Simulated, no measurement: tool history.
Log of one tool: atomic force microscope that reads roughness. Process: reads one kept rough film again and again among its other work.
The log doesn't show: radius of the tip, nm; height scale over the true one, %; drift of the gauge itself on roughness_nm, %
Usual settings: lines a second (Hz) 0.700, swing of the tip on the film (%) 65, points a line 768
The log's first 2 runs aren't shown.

run	hour	lines a second (Hz)	swing of the tip on the film (%)	points a line	pictures with this tip	hours of work since the height scale was calibrated	roughness of the kept film (nm (root mean square))
3	25.3	0.866	65	768	181	69	2.157
4	32.8	0.866	65	768	190	73	2.137
5	48.0	0.866	65	768	208	81	2.082
# hour 50.2: new tip fitted
6	65.3	0.866	65	768	17	89	2.589
7	78.7	0.866	65	768	33	96	2.545
8	90.9	0.866	65	768	47	102	2.503
9	98.7	0.866	65	905	56	106	2.498
10	113.8	0.866	65	905	74	114	2.419
11	121.2	0.700	65	768	82	118	2.423
12	129.7	0.700	65	768	92	122	2.401
13	145.7	0.700	65	768	111	130	2.342
14	155.8	0.700	65	768	122	135	2.351
15	164.6	0.700	74	768	133	139	2.273
16	181.8	0.700	78	768	152	148	2.207
17	199.1	0.700	65	768	173	157	2.198
18	215.6	0.700	65	768	192	165	2.166
19	225.6	0.700	65	768	203	170	2.163
# hour 232.1: new tip fitted
20	238.4	0.700	65	768	8	176	2.604
21	248.7	0.700	65	768	19	182	2.606
22	266.0	0.700	89	768	39	190	2.425

Run 23 comes next. What will it give?
23	283.9	0.700	89	768	60	199	?

Run 23 gave roughness of the kept film (nm (root mean square)) 2.347.
Without the tool's hidden state the same run would have given roughness of the kept film (nm (root mean square)) 2.541.

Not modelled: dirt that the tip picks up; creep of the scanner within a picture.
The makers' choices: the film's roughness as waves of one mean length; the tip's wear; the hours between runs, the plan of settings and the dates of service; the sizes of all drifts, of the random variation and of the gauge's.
